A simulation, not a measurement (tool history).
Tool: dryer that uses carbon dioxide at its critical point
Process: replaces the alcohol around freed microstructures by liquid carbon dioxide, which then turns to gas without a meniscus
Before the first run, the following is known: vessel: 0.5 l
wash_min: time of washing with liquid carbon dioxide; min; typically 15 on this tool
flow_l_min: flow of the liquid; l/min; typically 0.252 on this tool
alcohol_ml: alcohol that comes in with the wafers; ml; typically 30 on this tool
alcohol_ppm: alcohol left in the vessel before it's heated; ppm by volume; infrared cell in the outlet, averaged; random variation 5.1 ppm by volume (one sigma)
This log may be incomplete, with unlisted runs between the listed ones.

Run 1, hour 0: usual settings. Result: alcohol_ppm 112 ppm by volume.
Run 2, hour 8.8: usual settings. Result: alcohol_ppm 101 ppm by volume.
Run 3, hour 14.3: usual settings but wash_min 11 min. Result: alcohol_ppm 463 ppm by volume.
Run 4, hour 18.9: usual settings but wash_min 11 min. Result: alcohol_ppm 467 ppm by volume.
Run 5, hour 22.9: usual settings but wash_min 11 min. Result: alcohol_ppm 494 ppm by volume.
Run 6, hour 29.5: usual settings but wash_min 11 min. Result: alcohol_ppm 473 ppm by volume.
Run 7, hour 36.9: usual settings but wash_min 11 min. Result: alcohol_ppm 458 ppm by volume.
Run 8, hour 44: usual settings but wash_min 13 min. Result: alcohol_ppm 220 ppm by volume.
Run 9, hour 52.5: usual settings. Result: alcohol_ppm 108 ppm by volume.
Run 10, hour 58.1: usual settings but wash_min 12 min. Result: alcohol_ppm 321 ppm by volume.
Run 11, hour 63.1: usual settings. Result: alcohol_ppm 104 ppm by volume.
Run 12, hour 72.3: usual settings. Result: alcohol_ppm 115 ppm by volume.
Run 13, hour 81.7: usual settings. Result: alcohol_ppm 114 ppm by volume.
Run 14, hour 87.1: usual settings. Result: alcohol_ppm 117 ppm by volume.
Run 15, hour 93.1: usual settings. Result: alcohol_ppm 107 ppm by volume.
Run 16, hour 97.8: usual settings. Result: alcohol_ppm 118 ppm by volume.
Run 17, hour 105.6: usual settings. Result: alcohol_ppm 112 ppm by volume.
Run 18, hour 110.1: usual settings but alcohol_ml 84 ml. Result: alcohol_ppm 258 ppm by volume.
Run 19, hour 115.2: usual settings but alcohol_ml 84 ml. Result: alcohol_ppm 264 ppm by volume.
Run 20, hour 123.9: usual settings but alcohol_ml 84 ml. Result: alcohol_ppm 265 ppm by volume.
Run 21, hour 131.4: usual settings but alcohol_ml 84 ml. Result: alcohol_ppm 261 ppm by volume.
Run 22, hour 139.4: usual settings but flow_l_min 0.401 l/min, alcohol_ml 84 ml. Result: alcohol_ppm 46 ppm by volume.
Run 23, hour 144.5: usual settings. Result: alcohol_ppm 119 ppm by volume.
Run 24, hour 149.1: usual settings. Result: alcohol_ppm 126 ppm by volume.
Run 25, hour 158.1: usual settings. Result: alcohol_ppm 130 ppm by volume.
Run 26, hour 165.3: usual settings but wash_min 21 min, flow_l_min 0.397 l/min. Result: alcohol_ppm 55 ppm by volume.
Run 27, hour 171.6: usual settings but wash_min 21 min, flow_l_min 0.397 l/min. Result: alcohol_ppm 49 ppm by volume.
Run 28, hour 178: usual settings but wash_min 21 min, flow_l_min 0.397 l/min. Result: alcohol_ppm 58 ppm by volume.
Run 29, hour 187.2: usual settings but wash_min 21 min, flow_l_min 0.397 l/min. Result: alcohol_ppm 57 ppm by volume.
Run 30, hour 192.2: usual settings but wash_min 12 min, flow_l_min 0.278 l/min, alcohol_ml 93 ml. Result: alcohol_ppm 594 ppm by volume.
Run 31, hour 198.9: usual settings but wash_min 12 min, flow_l_min 0.278 l/min, alcohol_ml 93 ml. Result: alcohol_ppm 593 ppm by volume.
Run 32, hour 206: usual settings but wash_min 12 min, flow_l_min 0.278 l/min, alcohol_ml 93 ml. Result: alcohol_ppm 595 ppm by volume.
Run 33, hour 211: usual settings but wash_min 22 min, flow_l_min 0.278 l/min, alcohol_ml 93 ml. Result: alcohol_ppm 53 ppm by volume.
Run 34, hour 218.2: usual settings but wash_min 22 min, flow_l_min 0.278 l/min, alcohol_ml 93 ml. Result: alcohol_ppm 48 ppm by volume.
Run 35, hour 224.4: usual settings but wash_min 22 min, flow_l_min 0.278 l/min, alcohol_ml 93 ml. Result: alcohol_ppm 52 ppm by volume.
Run 36, hour 228.7: usual settings but wash_min 22 min, flow_l_min 0.278 l/min, alcohol_ml 67 ml. Result: alcohol_ppm 54 ppm by volume.
Run 37, hour 235.4: usual settings but wash_min 10 min, flow_l_min 0.191 l/min, alcohol_ml 25 ml. Result: alcohol_ppm 1996 ppm by volume.
Run 38, hour 244.9: usual settings but flow_l_min 0.191 l/min, alcohol_ml 22 ml. Result: alcohol_ppm 393 ppm by volume.
Run 39, hour 253.9: usual settings but wash_min 13 min, flow_l_min 0.17 l/min, alcohol_ml 118 ml. Result: alcohol_ppm 5764 ppm by volume.
Run 40, hour 263: usual settings but flow_l_min 0.286 l/min, alcohol_ml 20 ml. Result: alcohol_ppm 73 ppm by volume.
Run 41, hour 266.9: usual settings but wash_min 13 min. Result: alcohol_ppm 269 ppm by volume.
Run 42, hour 276.1: usual settings but wash_min 21 min. Result: alcohol_ppm 62 ppm by volume.
Run 43, hour 282.8: usual settings but wash_min 12 min, flow_l_min 0.406 l/min, alcohol_ml 108 ml. Result: alcohol_ppm 94 ppm by volume.
Run 44, hour 287.3: usual settings but wash_min 16 min, flow_l_min 0.293 l/min, alcohol_ml 22 ml. Result: alcohol_ppm 79 ppm by volume.
Run 45, hour 292: usual settings but wash_min 16 min, flow_l_min 0.343 l/min, alcohol_ml 92 ml. Result: alcohol_ppm 67 ppm by volume.
Run 46, hour 299.3: usual settings but wash_min 16 min, flow_l_min 0.343 l/min, alcohol_ml 92 ml. Result: alcohol_ppm 67 ppm by volume.
Run 47, hour 307.3: usual settings but wash_min 16 min, flow_l_min 0.343 l/min, alcohol_ml 92 ml. Result: alcohol_ppm 61 ppm by volume.
Run 48, hour 312.3: usual settings but wash_min 13 min, flow_l_min 0.271 l/min, alcohol_ml 22 ml. Result: alcohol_ppm 163 ppm by volume.

Results per run with the tool's hidden condition removed, run-to-run variation unchanged:
The tool's hidden condition here consists of: flow that reaches the vessel past the clogged filter, %; alcohol in the recycled carbon dioxide, ppm; drift of the gauge itself on alcohol_ppm, %.
run  alcohol_ppm
  1           79
  2           69
  3          409
  4          411
  5          435
  6          413
  7          397
  8          173
  9           70
 10          263
 11           64
 12           74
 13           70
 14           73
 15           63
 16           73
 17           66
 18          191
 19          194
 20          194
 21          187
 22            6
 23           67
 24           73
 25           75
 26           16
 27            8
 28           16
 29           16
 30          452
 31          448
 32          447
 33            9
 34            4
 35            5
 36            8
 37         1712
 38          283
 39         4881
 40           17
 41          172
 42           11
 43           33
 44           25
 45           10
 46           10
 47            5
 48           85

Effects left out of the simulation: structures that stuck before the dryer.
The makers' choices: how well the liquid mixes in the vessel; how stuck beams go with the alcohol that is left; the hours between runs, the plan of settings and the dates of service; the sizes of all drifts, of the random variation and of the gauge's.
